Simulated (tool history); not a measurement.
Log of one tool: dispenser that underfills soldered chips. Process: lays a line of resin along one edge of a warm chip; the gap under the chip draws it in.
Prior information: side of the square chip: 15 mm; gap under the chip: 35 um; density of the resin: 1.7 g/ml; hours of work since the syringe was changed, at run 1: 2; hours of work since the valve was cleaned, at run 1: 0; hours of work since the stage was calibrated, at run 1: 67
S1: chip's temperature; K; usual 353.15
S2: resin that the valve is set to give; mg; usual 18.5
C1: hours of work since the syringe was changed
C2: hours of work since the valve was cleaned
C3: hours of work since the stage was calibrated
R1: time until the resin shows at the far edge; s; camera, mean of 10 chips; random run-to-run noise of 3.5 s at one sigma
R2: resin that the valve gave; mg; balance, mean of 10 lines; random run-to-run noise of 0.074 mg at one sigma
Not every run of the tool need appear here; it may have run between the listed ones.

run   hour      S1    S2  C1  C2   C3     R1     R2
  1      0  353.15  18.5   2   0   67  386.5  18.59
  2    3.7  352.15  18.5   4   3   69  453.9   18.6
       7.1  -- new syringe of resin
  3    9.3  352.15  18.5   1   6   72  388.5  18.44
  4   13.6  353.15  18.5   4   9   75  425.8  18.43
      16.8  -- new syringe of resin
  5   18.2  353.15  18.5   1  11   78  364.3   18.4
  6   21.2  353.15  18.5   3  13   80  403.2  18.41
      26.7  -- new syringe of resin
  7   26.7  353.15    24   0  16   83  337.2  23.82
  8   31.2  353.15  18.2   3  19   86  410.3  17.98
  9   35.1  353.15  18.5   5  22   88  457.5  18.42
      36.5  -- new syringe of resin
 10   38.9  353.15  18.5   1  24   90  382.7  18.42
 11   41.8  353.15  18.5   3  26   92  426.3  18.34
      46.1  -- new syringe of resin
 12   46.8  353.15  18.5   0  28   95  368.4  18.37
 13   52.2  363.15  18.5   4  32   98  313.6  18.23
      55.7  -- new syringe of resin
 14   56.1  361.15  18.5   0  34  101  280.6  18.42
 15   59.1  361.15  18.5   2  36  102  308.8  18.24
 16     63  353.15  18.5   5  38  105  450.2   18.2
      65.3  -- new syringe of resin
 17     68  339.15  18.5   2  41  108  633.5  18.21
 18   71.9  339.15  18.5   4  44  110  722.5  18.24
      75.2  -- new syringe of resin
 19   76.8  351.15  19.4   1  47  113  403.5  19.03
 20   80.3  351.15  19.4   3  49  115  456.4  19.07
      84.9  -- new syringe of resin
 21   85.9  346.15  19.4   1  52  119  477.6  19.05
 22   90.5  351.15  22.9   3  55  121  446.3  22.64
      94.8  -- new syringe of resin
 23     96  351.15  22.9   1  58  125  389.2  22.56
 24   99.8  347.15  22.9   3  61  127  495.2  22.57
     102.5  -- dispensing valve cleaned and set on the balance
 25  104.3  344.15  23.1   5   1  129  604.3  22.93
     105.5  -- new syringe of resin
 26  108.4  344.15  23.1   2   4  132  506.5     23
 27  110.6  353.15  23.5   3   5  133  398.3  23.33
 28    113  349.15    16   5   6  135  526.2  16.01
     115.2  -- new syringe of resin
 29  118.7  354.15  22.1   2  10  138  390.9  22.02
 30  122.7  341.15    18   5  12  140  696.4   17.9
     124.8  -- new syringe of resin
 31  125.8  341.15    18   1  14  142  571.3  17.94
 32  130.3  341.15    18   3  17  145  636.6  17.87
 33  132.5  340.15    20   5  18  146  712.8  19.77
     134.7  -- new syringe of resin
 34  137.4  340.15    20   2  21  149  608.6  19.73
 35  141.3  357.15  16.5   4  23  152  399.3  16.35

Results per run with the tool's hidden condition removed, run-to-run variation unchanged:
What the log doesn't record here: resin's viscosity, % of fresh resin's; dose that the valve gives, % of what is set; true chip temperature over the reading, C; drift of the gauge itself on fill_s, %; drift of the gauge itself on given_mg, %.
run     R1     R2
  1  357.3  18.54
  2    374  18.56
  3  363.2  18.42
  4  348.5  18.43
  5    352  18.42
  6  355.3  18.45
  7  335.1  23.89
  8  354.7  18.05
  9    351  18.51
 10    350  18.53
 11  356.8  18.45
 12    351  18.51
 13  253.3  18.39
 14  270.8   18.6
 15  271.7  18.43
 16  351.3  18.41
 17  566.5  18.44
 18  574.4  18.49
 19  371.9  19.31
 20  378.6  19.36
 21  450.8  19.37
 22  367.1  23.04
 23  366.9     23
 24  415.7  23.02
 25  455.8  23.01
 26  458.3  23.11
 27  337.4  23.45
 28  413.3   16.1
 29  338.6  22.17
 30  533.3  18.04
 31  534.5  18.09
 32  519.8  18.04
 33  544.3  19.96
 34  548.8  19.94
 35    320  16.55

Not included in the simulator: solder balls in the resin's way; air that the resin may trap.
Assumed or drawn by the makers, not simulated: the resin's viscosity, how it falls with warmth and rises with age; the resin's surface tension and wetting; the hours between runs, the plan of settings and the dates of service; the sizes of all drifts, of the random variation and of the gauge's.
